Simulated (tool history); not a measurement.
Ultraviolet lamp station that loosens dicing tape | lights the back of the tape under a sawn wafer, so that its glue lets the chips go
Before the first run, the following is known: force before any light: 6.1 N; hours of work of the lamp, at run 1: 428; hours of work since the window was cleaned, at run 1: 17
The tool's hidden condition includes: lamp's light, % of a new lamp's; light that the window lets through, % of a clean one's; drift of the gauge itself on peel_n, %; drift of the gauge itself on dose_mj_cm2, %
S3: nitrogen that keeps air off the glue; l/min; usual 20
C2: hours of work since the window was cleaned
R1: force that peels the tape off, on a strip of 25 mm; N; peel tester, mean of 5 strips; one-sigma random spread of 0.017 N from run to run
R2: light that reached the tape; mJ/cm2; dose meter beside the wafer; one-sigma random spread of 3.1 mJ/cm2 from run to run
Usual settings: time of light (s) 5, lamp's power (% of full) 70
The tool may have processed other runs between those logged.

run 1 hour=0.0 | time_of_light_(s)=5 lamp's_power_(%_of_full)=70 S3=20 | hours_of_work_of_the_lamp=428 C2=17 | R1=0.846 R2=481
run 2 hour=37.0 | time_of_light_(s)=5 lamp's_power_(%_of_full)=70 S3=20 | hours_of_work_of_the_lamp=455 C2=44 | R1=0.814 R2=477
run 3 hour=82.0 | time_of_light_(s)=5 lamp's_power_(%_of_full)=70 S3=20 | hours_of_work_of_the_lamp=488 C2=77 | R1=0.821 R2=479
run 4 hour=134.2 | time_of_light_(s)=5 lamp's_power_(%_of_full)=70 S3=20 | hours_of_work_of_the_lamp=525 C2=115 | R1=0.809 R2=480
run 5 hour=158.8 | time_of_light_(s)=5 lamp's_power_(%_of_full)=70 S3=20 | hours_of_work_of_the_lamp=543 C2=133 | R1=0.815 R2=472
run 6 hour=200.5 | time_of_light_(s)=5 lamp's_power_(%_of_full)=70 S3=14 | hours_of_work_of_the_lamp=574 C2=163 | R1=1.034 R2=488
run 7 hour=243.5 | time_of_light_(s)=5 lamp's_power_(%_of_full)=70 S3=14 | hours_of_work_of_the_lamp=605 C2=194 | R1=1.036 R2=477
-- hour=252.7 window cleaned of glue's vapour
run 8 hour=286.7 | time_of_light_(s)=5 lamp's_power_(%_of_full)=72 S3=14 | hours_of_work_of_the_lamp=636 C2=25 | R1=0.996 R2=497
run 9 hour=336.1 | time_of_light_(s)=5 lamp's_power_(%_of_full)=62 S3=20 | hours_of_work_of_the_lamp=672 C2=61 | R1=1.002 R2=430
run 10 hour=372.2 | time_of_light_(s)=5 lamp's_power_(%_of_full)=99 S3=20 | hours_of_work_of_the_lamp=698 C2=87 | R1=0.443 R2=676
run 11 hour=432.5 | time_of_light_(s)=5 lamp's_power_(%_of_full)=62 S3=7 | hours_of_work_of_the_lamp=742 C2=131 | R1=1.765 R2=420
run 12 hour=467.0 | time_of_light_(s)=6 lamp's_power_(%_of_full)=77 S3=35 | hours_of_work_of_the_lamp=767 C2=156 | R1=0.331 R2=630
run 13 hour=512.0 | time_of_light_(s)=5 lamp's_power_(%_of_full)=67 S3=21 | hours_of_work_of_the_lamp=800 C2=188 | R1=0.884 R2=461
-- hour=530.2 window cleaned of glue's vapour
run 14 hour=572.5 | time_of_light_(s)=2 lamp's_power_(%_of_full)=83 S3=14 | hours_of_work_of_the_lamp=843 C2=31 | R1=2.504 R2=229
run 15 hour=605.0 | time_of_light_(s)=6 lamp's_power_(%_of_full)=71 S3=14 | hours_of_work_of_the_lamp=867 C2=54 | R1=0.718 R2=577
run 16 hour=642.2 | time_of_light_(s)=2 lamp's_power_(%_of_full)=70 S3=20 | hours_of_work_of_the_lamp=894 C2=81 | R1=2.507 R2=188

3 options for the next run, each taken on its own from the tool as it stands now. Forecast them:
run A hour=671.6 | time_of_light_(s)=5 lamp's_power_(%_of_full)=70 S3=11 | hours_of_work_of_the_lamp=915 C2=103 | R1=? R2=?
run B hour=671.6 | time_of_light_(s)=2 lamp's_power_(%_of_full)=87 S3=20 | hours_of_work_of_the_lamp=915 C2=103 | R1=? R2=?
run C hour=671.6 | time_of_light_(s)=3 lamp's_power_(%_of_full)=70 S3=20 | hours_of_work_of_the_lamp=915 C2=103 | R1=? R2=?

run=A R1=1.223 R2=476
run=B R1=2.268 R2=242
run=C R1=1.712 R2=288
The same runs, with their run-to-run variation unchanged, on a tool lacking any hidden condition would have given:
run=A R1=1.219 R2=477
run=B R1=2.264 R2=243
run=C R1=1.709 R2=288
